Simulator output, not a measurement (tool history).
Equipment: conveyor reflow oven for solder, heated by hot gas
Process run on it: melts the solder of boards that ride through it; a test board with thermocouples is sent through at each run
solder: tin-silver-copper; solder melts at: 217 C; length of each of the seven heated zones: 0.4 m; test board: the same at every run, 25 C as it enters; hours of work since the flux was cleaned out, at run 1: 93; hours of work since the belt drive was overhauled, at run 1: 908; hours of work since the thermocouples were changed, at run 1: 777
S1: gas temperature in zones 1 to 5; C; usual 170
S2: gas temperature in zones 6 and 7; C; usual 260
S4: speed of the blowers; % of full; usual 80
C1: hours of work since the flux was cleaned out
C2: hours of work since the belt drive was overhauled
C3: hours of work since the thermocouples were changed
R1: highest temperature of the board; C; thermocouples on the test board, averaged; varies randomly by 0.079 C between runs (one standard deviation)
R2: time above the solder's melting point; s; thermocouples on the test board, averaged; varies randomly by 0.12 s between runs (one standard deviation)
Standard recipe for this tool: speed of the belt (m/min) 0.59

Run 1, hour 0: usual settings; C1 93; C2 908; C3 777. Result: R1 252.4 C, R2 63.1 s.
Run 2, hour 26.8: usual settings; C1 109; C2 924; C3 793. Result: R1 252.47 C, R2 63 s.
Run 3, hour 52.5: usual settings; C1 125; C2 940; C3 809. Result: R1 252.52 C, R2 62.8 s.
Run 4, hour 76.9: usual settings but S2 266 C; C1 139; C2 955; C3 824. Result: R1 258 C, R2 66.3 s.
Run 5, hour 99.5: usual settings but S2 266 C; C1 153; C2 969; C3 837. Result: R1 258.01 C, R2 66.2 s.
At hour 108.3: thermocouples of zones 6 and 7 changed.
At hour 119.2: flux residue cleaned out of gas plates and filters.
Run 6, hour 136.7: usual settings but S2 266 C; C1 11; C2 987; C3 14. Result: R1 256.93 C, R2 65.8 s.
Run 7, hour 172.3: usual settings but S2 266 C; C1 32; C2 1009; C3 36. Result: R1 256.97 C, R2 65.8 s.
Run 8, hour 194.5: usual settings but S2 271 C; C1 46; C2 1022; C3 49. Result: R1 261.68 C, R2 68.3 s.
Run 9, hour 217: usual settings but S1 166 C; C1 59; C2 1036; C3 63. Result: R1 250.81 C, R2 60.6 s.
Run 10, hour 250.8: usual settings but S1 169 C, speed of the belt (m/min) 0.54; C1 80; C2 1056; C3 83. Result: R1 252.83 C, R2 69.8 s.
Run 11, hour 269.4: usual settings but S1 169 C, speed of the belt (m/min) 0.54; C1 91; C2 1068; C3 95. Result: R1 252.81 C, R2 69.9 s.
Run 12, hour 285.1: usual settings but S1 169 C, speed of the belt (m/min) 0.54; C1 101; C2 1077; C3 104. Result: R1 252.78 C, R2 69.8 s.
Run 13, hour 310: usual settings but S1 175 C, speed of the belt (m/min) 0.54; C1 116; C2 1092; C3 119. Result: R1 253.23 C, R2 72.5 s.
Run 14, hour 341: usual settings but S1 175 C, speed of the belt (m/min) 0.54; C1 135; C2 1111; C3 138. Result: R1 253.28 C, R2 72.2 s.
Run 15, hour 369.9: usual settings but S1 175 C, speed of the belt (m/min) 0.54; C1 152; C2 1129; C3 156. Result: R1 253.29 C, R2 72.1 s.
At hour 389.9: flux residue cleaned out of gas plates and filters.
Run 16, hour 405.2: usual settings but S4 78 % of full; C1 9; C2 1147; C3 174. Result: R1 251.36 C, R2 62.3 s.
Run 17, hour 431: usual settings but S1 164 C, S2 272 C, speed of the belt (m/min) 0.529, S4 81 % of full; C1 25; C2 1163; C3 190. Result: R1 264.66 C, R2 77 s.

Here are 5 independent what-if runs from the current tool condition. What would each one return?
Run A, hour 456.2: usual settings but S2 270 C, speed of the belt (m/min) 0.696; C1 40; C2 1178; C3 205. Result: R1 ?, R2 ?.
Run B, hour 456.2: usual settings but S1 158 C, S2 272 C, speed of the belt (m/min) 0.569, S4 59 % of full; C1 40; C2 1178; C3 205. Result: R1 ?, R2 ?.
Run C, hour 456.2: usual settings but speed of the belt (m/min) 0.543; C1 40; C2 1178; C3 205. Result: R1 ?, R2 ?.
Run D, hour 456.2: usual settings but S2 249 C; C1 40; C2 1178; C3 205. Result: R1 ?, R2 ?.
Run E, hour 456.2: usual settings but S1 182 C; C1 40; C2 1178; C3 205. Result: R1 ?, R2 ?.

run      R1    R2
  A  256.39  54.4
  B  259.68  65.4
  C  253.06    70
  D  241.13  54.1
  E  252.63  67.8
With no hidden state in the tool, these same runs would have given:
run      R1    R2
  A  256.43  53.6
  B  259.61  64.4
  C  253.05  69.1
  D  241.14  53.4
  E  252.63  66.9

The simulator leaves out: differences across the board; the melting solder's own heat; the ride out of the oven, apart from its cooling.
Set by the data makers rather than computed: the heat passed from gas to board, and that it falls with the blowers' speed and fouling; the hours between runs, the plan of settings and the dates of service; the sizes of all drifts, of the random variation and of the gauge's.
